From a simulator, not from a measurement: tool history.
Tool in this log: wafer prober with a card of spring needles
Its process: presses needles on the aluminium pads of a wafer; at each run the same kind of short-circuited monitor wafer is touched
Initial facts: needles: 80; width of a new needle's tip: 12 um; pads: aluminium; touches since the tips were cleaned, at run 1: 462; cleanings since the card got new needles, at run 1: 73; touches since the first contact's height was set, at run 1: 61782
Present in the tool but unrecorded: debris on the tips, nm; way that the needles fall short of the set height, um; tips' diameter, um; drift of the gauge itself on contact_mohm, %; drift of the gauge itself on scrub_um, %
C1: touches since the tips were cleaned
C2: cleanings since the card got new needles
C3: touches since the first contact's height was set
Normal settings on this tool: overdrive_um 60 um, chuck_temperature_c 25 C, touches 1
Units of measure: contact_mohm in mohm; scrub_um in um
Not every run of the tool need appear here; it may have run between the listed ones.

run 1 day=0.000 | overdrive_um=60 chuck_temperature_c=25 touches=1 | C1=462 C2=73 C3=61782 | contact_mohm=145 scrub_um=12.03
-- day=0.254 tips cleaned on abrasive film
run 2 day=0.375 | overdrive_um=60 chuck_temperature_c=25 touches=1 | C1=977 C2=74 C3=64773 | contact_mohm=178 scrub_um=11.94
-- day=0.562 tips cleaned on abrasive film
-- day=0.896 tips cleaned on abrasive film
run 3 day=0.933 | overdrive_um=60 chuck_temperature_c=64 touches=1 | C1=294 C2=76 C3=69193 | contact_mohm=154 scrub_um=11.92
-- day=1.238 tips cleaned on abrasive film
-- day=1.558 tips cleaned on abrasive film
run 4 day=1.700 | overdrive_um=60 chuck_temperature_c=64 touches=1 | C1=1118 C2=78 C3=75293 | contact_mohm=161 scrub_um=11.86
-- day=1.871 tips cleaned on abrasive film
-- day=2.188 tips cleaned on abrasive film
run 5 day=2.367 | overdrive_um=60 chuck_temperature_c=25 touches=1 | C1=1434 C2=80 C3=80602 | contact_mohm=158 scrub_um=11.49
-- day=2.496 tips cleaned on abrasive film
-- day=2.846 tips cleaned on abrasive film
run 6 day=3.112 | overdrive_um=60 chuck_temperature_c=46 touches=1 | C1=2154 C2=82 C3=86562 | contact_mohm=170 scrub_um=11.67
-- day=3.171 tips cleaned on abrasive film
-- day=3.225 tips cleaned on abrasive film, once more
-- day=3.550 tips cleaned on abrasive film
run 7 day=3.550 | overdrive_um=60 chuck_temperature_c=46 touches=1 | C1=6 C2=85 C3=89973 | contact_mohm=143 scrub_um=11.48
-- day=3.854 tips cleaned on abrasive film
run 8 day=3.975 | overdrive_um=60 chuck_temperature_c=46 touches=1 | C1=1001 C2=86 C3=93376 | contact_mohm=159 scrub_um=11.81
-- day=4.208 tips cleaned on abrasive film
-- day=4.508 tips cleaned on abrasive film
run 9 day=4.608 | overdrive_um=60 chuck_temperature_c=104 touches=1 | C1=832 C2=88 C3=98411 | contact_mohm=162 scrub_um=11.55
-- day=4.821 tips cleaned on abrasive film
run 10 day=4.992 | overdrive_um=60 chuck_temperature_c=79 touches=1 | C1=1377 C2=89 C3=101467 | contact_mohm=168 scrub_um=11.61
-- day=5.125 tips cleaned on abrasive film
-- day=5.450 tips cleaned on abrasive film
run 11 day=5.450 | overdrive_um=60 chuck_temperature_c=79 touches=1 | C1=0 C2=91 C3=105067 | contact_mohm=151 scrub_um=11.53
-- day=5.788 tips cleaned on abrasive film
run 12 day=5.917 | overdrive_um=60 chuck_temperature_c=25 touches=1 | C1=1069 C2=92 C3=108814 | contact_mohm=154 scrub_um=11.75
-- day=6.100 tips cleaned on abrasive film
-- day=6.417 tips cleaned on abrasive film
run 13 day=6.554 | overdrive_um=60 chuck_temperature_c=25 touches=1 | C1=1103 C2=94 C3=113874 | contact_mohm=158 scrub_um=11.63
-- day=6.738 tips cleaned on abrasive film
-- day=7.067 tips cleaned on abrasive film
run 14 day=7.221 | overdrive_um=60 chuck_temperature_c=25 touches=1 | C1=1236 C2=96 C3=119162 | contact_mohm=157 scrub_um=11.59
-- day=7.392 tips cleaned on abrasive film
-- day=7.721 tips cleaned on abrasive film
run 15 day=7.946 | overdrive_um=60 chuck_temperature_c=25 touches=1 | C1=1788 C2=98 C3=124932 | contact_mohm=165 scrub_um=11.49
-- day=8.042 tips cleaned on abrasive film
-- day=8.362 tips cleaned on abrasive film
run 16 day=8.367 | overdrive_um=57 chuck_temperature_c=93 touches=2 | C1=37 C2=100 C3=128274 | contact_mohm=151 scrub_um=10.50
-- day=8.683 tips cleaned on abrasive film
-- day=9.029 tips cleaned on abrasive film
run 17 day=9.062 | overdrive_um=60 chuck_temperature_c=33 touches=2 | C1=244 C2=102 C3=133788 | contact_mohm=142 scrub_um=11.35
-- day=9.371 tips cleaned on abrasive film
-- day=9.712 tips cleaned on abrasive film
run 18 day=9.871 | overdrive_um=47 chuck_temperature_c=32 touches=2 | C1=1267 C2=104 C3=140230 | contact_mohm=166 scrub_um=8.51
-- day=10.050 tips cleaned on abrasive film
-- day=10.250 height of the first contact set anew
-- day=10.388 tips cleaned on abrasive film
run 19 day=10.679 | overdrive_um=44 chuck_temperature_c=107 touches=1 | C1=2330 C2=106 C3=3410 | contact_mohm=197 scrub_um=9.42
-- day=10.754 tips cleaned on abrasive film
-- day=11.083 tips cleaned on abrasive film
run 20 day=11.121 | overdrive_um=48 chuck_temperature_c=33 touches=1 | C1=318 C2=108 C3=6923 | contact_mohm=151 scrub_um=10.28
-- day=11.388 tips cleaned on abrasive film
run 21 day=11.521 | overdrive_um=60 chuck_temperature_c=69 touches=2 | C1=1069 C2=109 C3=10098 | contact_mohm=151 scrub_um=12.66
-- day=11.754 tips cleaned on abrasive film
-- day=12.054 tips cleaned on abrasive film
run 22 day=12.075 | overdrive_um=52 chuck_temperature_c=33 touches=1 | C1=143 C2=111 C3=14482 | contact_mohm=144 scrub_um=10.80
-- day=12.354 tips cleaned on abrasive film
-- day=12.679 tips cleaned on abrasive film
run 23 day=12.679 | overdrive_um=52 chuck_temperature_c=58 touches=2 | C1=0 C2=113 C3=19284 | contact_mohm=144 scrub_um=11.05
-- day=13.029 tips cleaned on abrasive film
run 24 day=13.279 | overdrive_um=52 chuck_temperature_c=58 touches=2 | C1=2017 C2=114 C3=24104 | contact_mohm=162 scrub_um=10.74
-- day=13.354 tips cleaned on abrasive film
-- day=13.667 tips cleaned on abrasive film
run 25 day=13.888 | overdrive_um=72 chuck_temperature_c=25 touches=1 | C1=1779 C2=116 C3=28908 | contact_mohm=157 scrub_um=14.86
-- day=13.979 tips cleaned on abrasive film
-- day=14.304 tips cleaned on abrasive film
run 26 day=14.550 | overdrive_um=72 chuck_temperature_c=25 touches=1 | C1=1963 C2=118 C3=34188 | contact_mohm=152 scrub_um=14.80
-- day=14.662 tips cleaned on abrasive film
-- day=14.975 tips cleaned on abrasive film
run 27 day=15.233 | overdrive_um=45 chuck_temperature_c=25 touches=2 | C1=2106 C2=120 C3=39638 | contact_mohm=175 scrub_um=9.31
-- day=15.288 tips cleaned on abrasive film
-- day=15.617 tips cleaned on abrasive film
-- day=15.925 tips cleaned on abrasive film
run 28 day=15.929 | overdrive_um=45 chuck_temperature_c=56 touches=2 | C1=28 C2=123 C3=45142 | contact_mohm=148 scrub_um=9.08
-- day=16.262 tips cleaned on abrasive film
-- day=16.571 tips cleaned on abrasive film
run 29 day=16.571 | overdrive_um=47 chuck_temperature_c=76 touches=2 | C1=0 C2=125 C3=50243 | contact_mohm=152 scrub_um=9.59
-- day=16.908 tips cleaned on abrasive film
run 30 day=17.142 | overdrive_um=72 chuck_temperature_c=30 touches=2 | C1=1867 C2=126 C3=54784 | contact_mohm=150 scrub_um=14.91

Below, some changes in contact_mohm between adjacent runs. For each, the amount present without the hidden state too (settings, incoming material, random variation) and the amount remaining for the hidden state with gauge scatter not shared by both compared results:
Run 1 -> 2: tips cleaned on abrasive film. contact_mohm +33 mohm: hidden state +35, all else -2.
Run 2 -> 3: chuck_temperature_c 25 -> 64, tips cleaned on abrasive film, tips cleaned on abrasive film. contact_mohm -24 mohm: hidden state -33, all else +9.
Run 18 -> 19: overdrive_um 47 -> 44, chuck_temperature_c 32 -> 107, touches 2 -> 1, tips cleaned on abrasive film, height of the first contact set anew, tips cleaned on abrasive film. contact_mohm +31 mohm: hidden state +20, all else +11.
Run 19 -> 20: overdrive_um 44 -> 48, chuck_temperature_c 107 -> 33, tips cleaned on abrasive film, tips cleaned on abrasive film. contact_mohm -46 mohm: hidden state -35, all else -11.

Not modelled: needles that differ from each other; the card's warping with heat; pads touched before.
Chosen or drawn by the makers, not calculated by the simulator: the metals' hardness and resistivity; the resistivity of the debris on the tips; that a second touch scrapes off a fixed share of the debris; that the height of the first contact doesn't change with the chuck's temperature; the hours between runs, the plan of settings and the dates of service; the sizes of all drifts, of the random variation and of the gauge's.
